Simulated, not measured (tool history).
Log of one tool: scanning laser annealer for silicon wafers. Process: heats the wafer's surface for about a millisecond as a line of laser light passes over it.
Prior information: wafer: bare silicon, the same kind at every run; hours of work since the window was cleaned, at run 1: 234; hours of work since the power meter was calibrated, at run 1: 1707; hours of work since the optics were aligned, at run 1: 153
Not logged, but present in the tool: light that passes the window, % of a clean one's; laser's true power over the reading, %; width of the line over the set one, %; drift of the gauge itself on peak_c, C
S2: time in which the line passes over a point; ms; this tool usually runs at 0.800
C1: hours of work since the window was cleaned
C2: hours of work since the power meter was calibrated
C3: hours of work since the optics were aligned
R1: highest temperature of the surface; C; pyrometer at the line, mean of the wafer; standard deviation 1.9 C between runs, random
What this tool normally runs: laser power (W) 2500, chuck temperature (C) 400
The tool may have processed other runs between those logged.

Run 1, day 0.000: usual settings; C1 234; C2 1707; C3 153. Result: R1 1133 C.
Run 2, day 1.696: usual settings; C1 256; C2 1729; C3 175. Result: R1 1130 C.
Run 3, day 4.433: usual settings; C1 292; C2 1764; C3 211. Result: R1 1127 C.
Run 4, day 5.996: usual settings; C1 312; C2 1784; C3 231. Result: R1 1130 C.
Run 5, day 8.104: usual settings but S2 0.835 ms; C1 339; C2 1812; C3 258. Result: R1 1144 C.
Run 6, day 10.521: usual settings but S2 0.835 ms; C1 370; C2 1843; C3 290. Result: R1 1143 C.
Run 7, day 13.467: usual settings but S2 0.835 ms; C1 408; C2 1881; C3 328. Result: R1 1143 C.
Run 8, day 15.171: usual settings but S2 0.835 ms; C1 431; C2 1903; C3 350. Result: R1 1147 C.
Run 9, day 16.796: usual settings but S2 0.835 ms; C1 452; C2 1924; C3 371. Result: R1 1142 C.
Run 10, day 20.162: usual settings but S2 0.835 ms; C1 495; C2 1968; C3 414. Result: R1 1145 C.
Run 11, day 22.167: usual settings; C1 521; C2 1994; C3 440. Result: R1 1130 C.
Run 12, day 25.442: usual settings; C1 563; C2 2036; C3 483. Result: R1 1129 C.
Run 13, day 28.175: usual settings; C1 599; C2 2071; C3 518. Result: R1 1128 C.
Run 14, day 30.467: usual settings but chuck temperature (C) 428; C1 628; C2 2101; C3 548. Result: R1 1154 C.
Run 15, day 32.725: usual settings; C1 658; C2 2130; C3 577. Result: R1 1134 C.
Run 16, day 34.971: usual settings; C1 687; C2 2159; C3 606. Result: R1 1129 C.
At day 36.617: window over the wafer cleaned.
Run 17, day 36.854: usual settings but S2 0.897 ms; C1 3; C2 2183; C3 629. Result: R1 1169 C.
Run 18, day 39.171: usual settings but S2 0.897 ms; C1 33; C2 2213; C3 659. Result: R1 1169 C.
Run 19, day 40.954: usual settings but S2 0.746 ms; C1 56; C2 2236; C3 682. Result: R1 1110 C.
Run 20, day 44.325: usual settings but S2 0.746 ms; C1 100; C2 2279; C3 726. Result: R1 1108 C.
At day 46.150: optics aligned, line set to its width.
Run 21, day 46.771: usual settings but S2 0.746 ms; C1 129; C2 2308; C3 8. Result: R1 1110 C.
Run 22, day 48.633: usual settings but laser power (W) 2428, S2 0.746 ms, chuck temperature (C) 364; C1 153; C2 2332; C3 32. Result: R1 1052 C.
Run 23, day 50.142: usual settings but laser power (W) 2428, S2 0.746 ms, chuck temperature (C) 364; C1 172; C2 2352; C3 52. Result: R1 1048 C.
Run 24, day 52.450: usual settings but laser power (W) 2550; C1 202; C2 2382; C3 82. Result: R1 1150 C.
Run 25, day 54.088: usual settings but S2 0.783 ms; C1 223; C2 2403; C3 103. Result: R1 1127 C.
Run 26, day 55.454: usual settings but S2 0.783 ms; C1 241; C2 2421; C3 120. Result: R1 1124 C.
Run 27, day 57.925: usual settings but laser power (W) 2327, S2 0.783 ms, chuck temperature (C) 434; C1 273; C2 2453; C3 152. Result: R1 1104 C.
Run 28, day 60.392: usual settings but laser power (W) 2287, S2 0.582 ms, chuck temperature (C) 396; C1 305; C2 2485; C3 184. Result: R1 976 C.
Run 29, day 63.546: usual settings but laser power (W) 2295, S2 0.569 ms, chuck temperature (C) 398; C1 346; C2 2525; C3 225. Result: R1 967 C.
Run 30, day 65.167: usual settings but laser power (W) 2265, S2 0.569 ms, chuck temperature (C) 398; C1 367; C2 2546; C3 246. Result: R1 961 C.
Run 31, day 67.300: usual settings but laser power (W) 2187, S2 0.999 ms, chuck temperature (C) 428; C1 394; C2 2574; C3 274. Result: R1 1117 C.
Run 32, day 69.100: usual settings but chuck temperature (C) 392; C1 418; C2 2597; C3 297. Result: R1 1120 C.
Run 33, day 71.575: usual settings but laser power (W) 2578, S2 0.653 ms, chuck temperature (C) 399; C1 450; C2 2629; C3 329. Result: R1 1092 C.
Run 34, day 74.229: usual settings but laser power (W) 2578, S2 0.653 ms, chuck temperature (C) 399; C1 484; C2 2664; C3 363. Result: R1 1092 C.
Run 35, day 76.362: usual settings but laser power (W) 2146; C1 512; C2 2691; C3 391. Result: R1 1012 C.
Run 36, day 78.304: usual settings but laser power (W) 2657, S2 0.657 ms, chuck temperature (C) 415; C1 537; C2 2716; C3 416. Result: R1 1134 C.
Run 37, day 81.108: usual settings but laser power (W) 2376, S2 0.743 ms, chuck temperature (C) 415; C1 573; C2 2753; C3 453. Result: R1 1084 C.
Run 38, day 84.133: usual settings but laser power (W) 2376, S2 0.581 ms, chuck temperature (C) 415; C1 612; C2 2792; C3 492. Result: R1 1012 C.
Run 39, day 87.496: usual settings but chuck temperature (C) 423; C1 656; C2 2835; C3 535. Result: R1 1150 C.
Run 40, day 90.779: usual settings but laser power (W) 2306, S2 0.797 ms, chuck temperature (C) 435; C1 698; C2 2878; C3 578. Result: R1 1100 C.
At day 91.492: window over the wafer cleaned.
Run 41, day 93.538: usual settings but laser power (W) 2166, S2 0.618 ms, chuck temperature (C) 363; C1 26; C2 2913; C3 612. Result: R1 919 C.
Run 42, day 95.208: usual settings but laser power (W) 2207; C1 48; C2 2934; C3 634. Result: R1 1036 C.

What differs in the tool's unlogged condition from the final listed run ahead of each entry between runs to the first listed run following it?
Logged between run 16 and run 17: window over the wafer cleaned (day 36.617)
  light that passes the window, % of a clean one's: 99.9 -> 99.98
Logged between run 20 and run 21: optics aligned, line set to its width (day 46.150)
  width of the line over the set one, %: 0.07 -> 0
Logged between run 40 and run 41: window over the wafer cleaned (day 91.492)
  light that passes the window, % of a clean one's: 99.88 -> 99.98
